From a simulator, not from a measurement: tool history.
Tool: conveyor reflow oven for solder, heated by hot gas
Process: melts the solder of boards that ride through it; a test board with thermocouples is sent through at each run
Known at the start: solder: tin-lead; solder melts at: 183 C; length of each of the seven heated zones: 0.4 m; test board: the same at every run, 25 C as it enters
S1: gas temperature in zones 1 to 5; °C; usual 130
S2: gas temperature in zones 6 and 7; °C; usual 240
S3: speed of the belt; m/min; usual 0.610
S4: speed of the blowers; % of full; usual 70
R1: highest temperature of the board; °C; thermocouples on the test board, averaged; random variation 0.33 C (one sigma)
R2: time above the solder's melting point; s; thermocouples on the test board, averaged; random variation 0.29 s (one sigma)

run,hour,S1,S2,S3,S4,R1,R2
1,0.0,130,240,0.610,70,221.4,60.4
2,17.6,130,240,0.610,70,221.6,60.1
# hour 29.5: flux residue cleaned out of gas plates and filters
3,54.4,130,240,0.610,68,223.6,61.8
4,90.9,130,240,0.610,68,223.1,61.6
5,120.7,130,240,0.610,86,228.1,65.9
6,138.2,130,240,0.610,70,223.2,62.2
7,167.1,130,240,0.610,70,223.5,62.6
8,196.8,130,240,0.610,70,223.9,62.1
9,228.4,130,240,0.610,70,223.4,62.1
10,249.7,130,240,0.610,70,223.5,62.2
11,278.7,130,240,0.610,70,223.9,62.3
12,304.8,130,240,0.610,70,223.4,62.2
# hour 316.4: belt drive overhauled, speed set with a stopwatch
13,325.7,130,240,0.660,70,219.1,53.1
14,344.2,121,240,0.610,70,220.6,55.4
15,370.1,121,240,0.610,70,220.5,55.8
16,389.4,121,240,0.610,70,220.9,55.7
17,410.7,130,245,0.664,70,222.5,54.7
18,436.9,134,254,0.725,51,217.8,46.8

The next listed run, before its measurement:
19,459.3,138,251,0.638,52,?,?

R1: 223.9 °C
R2: 60.1 s
Without the tool's hidden state the same run would have given R1 224.4 °C, R2 60.5 s.
